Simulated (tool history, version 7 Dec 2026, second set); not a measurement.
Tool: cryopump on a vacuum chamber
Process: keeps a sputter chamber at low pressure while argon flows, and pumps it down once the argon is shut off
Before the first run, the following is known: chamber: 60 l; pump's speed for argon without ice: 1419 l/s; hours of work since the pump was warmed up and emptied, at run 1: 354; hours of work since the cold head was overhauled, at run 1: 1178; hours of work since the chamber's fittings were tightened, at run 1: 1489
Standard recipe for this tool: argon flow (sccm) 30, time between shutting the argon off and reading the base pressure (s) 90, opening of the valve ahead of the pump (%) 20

| run | day | argon flow (sccm) | time between shutting the argon off and reading the base pressure (s) | opening of the valve ahead of the pump (%) | hours of work since the pump was warmed up and emptied | hours of work since the cold head was overhauled | hours of work since the chamber's fittings were tightened | pressure while argon flows (Pa) | pressure after the wait (uPa) |
|---|---|---|---|---|---|---|---|---|---|
| 1 | 0.000 | 30 | 90 | 20 | 354 | 1178 | 1489 | 0.1834 | 1.68 |
| 2 | 2.975 | 30 | 90 | 20 | 385 | 1209 | 1520 | 0.1816 | 1.73 |
| 3 | 6.354 | 30 | 90 | 20 | 421 | 1244 | 1555 | 0.1845 | 1.76 |
| 4 | 9.333 | 30 | 90 | 20 | 452 | 1275 | 1586 | 0.1833 | 1.81 |
| 5 | 11.942 | 30 | 90 | 20 | 479 | 1302 | 1613 | 0.1836 | 1.80 |
| 6 | 14.233 | 30 | 90 | 20 | 503 | 1326 | 1637 | 0.1842 | 1.79 |
| 7 | 16.329 | 30 | 90 | 20 | 524 | 1348 | 1659 | 0.1846 | 1.81 |
| 8 | 18.767 | 30 | 90 | 20 | 550 | 1373 | 1684 | 0.1845 | 1.81 |
| 9 | 20.412 | 30 | 90 | 16 | 567 | 1391 | 1701 | 0.2283 | 1.82 |
| 10 | 23.254 | 30 | 90 | 16 | 597 | 1420 | 1731 | 0.2304 | 1.83 |
| 11 | 25.150 | 30 | 90 | 16 | 616 | 1440 | 1751 | 0.2310 | 1.91 |
| 12 | 28.162 | 30 | 90 | 16 | 648 | 1471 | 1782 | 0.2329 | 1.88 |
| 13 | 30.750 | 30 | 90 | 16 | 675 | 1498 | 1809 | 0.2315 | 1.91 |
| 14 | 33.771 | 30 | 90 | 16 | 706 | 1530 | 1840 | 0.2315 | 1.97 |
| 15 | 36.788 | 30 | 90 | 16 | 737 | 1561 | 1872 | 0.2321 | 1.98 |
| 16 | 38.304 | 30 | 90 | 16 | 753 | 1577 | 1888 | 0.2342 | 2.00 |
| 17 | 41.192 | 36 | 90 | 49 | 783 | 1607 | 1918 | 0.0991 | 1.91 |
| 18 | 42.879 | 38 | 90 | 23 | 801 | 1625 | 1935 | 0.2092 | 2.08 |
|  | 43.412 | pump warmed up, emptied and cooled again |
|  | 45.529 | leaking fittings of the chamber tightened, without venting |
| 19 | 45.550 | 38 | 90 | 23 | 21 | 1649 | 0 | 0.1990 | 1.24 |
| 20 | 47.400 | 38 | 86 | 56 | 41 | 1669 | 19 | 0.0828 | 1.23 |
| 21 | 49.492 | 30 | 139 | 16 | 62 | 1690 | 41 | 0.2251 | 0.87 |
| 22 | 51.388 | 30 | 139 | 16 | 82 | 1710 | 61 | 0.2254 | 0.87 |
| 23 | 53.217 | 30 | 139 | 16 | 101 | 1729 | 80 | 0.2255 | 0.87 |
| 24 | 54.788 | 30 | 139 | 16 | 118 | 1746 | 96 | 0.2246 | 0.92 |
| 25 | 58.079 | 30 | 31 | 20 | 152 | 1780 | 131 | 0.1820 | 3.04 |
| 26 | 61.438 | 26 | 35 | 19 | 187 | 1815 | 166 | 0.1650 | 2.77 |
| 27 | 64.654 | 26 | 79 | 19 | 220 | 1848 | 199 | 0.1661 | 1.44 |

Across each entry between runs, compare the hidden state at the last listed run before it with the hidden state at the first listed run after it:
From run 18 to run 19: pump warmed up, emptied and cooled again (day 43.412); leaking fittings of the chamber tightened, without venting (day 45.529)
  pump's speed, % of a pump's without ice: 79.1 -> 99.1; cold plate's temperature, K: 12.92 -> 12.93; leak into the chamber, uPa l/s: 1100 -> 316
  measured value less the no-hidden-state value, pressure while argon flows (Pa): +0.0131 -> +0.0013; pressure after the wait (uPa): +0.82 -> +0.02

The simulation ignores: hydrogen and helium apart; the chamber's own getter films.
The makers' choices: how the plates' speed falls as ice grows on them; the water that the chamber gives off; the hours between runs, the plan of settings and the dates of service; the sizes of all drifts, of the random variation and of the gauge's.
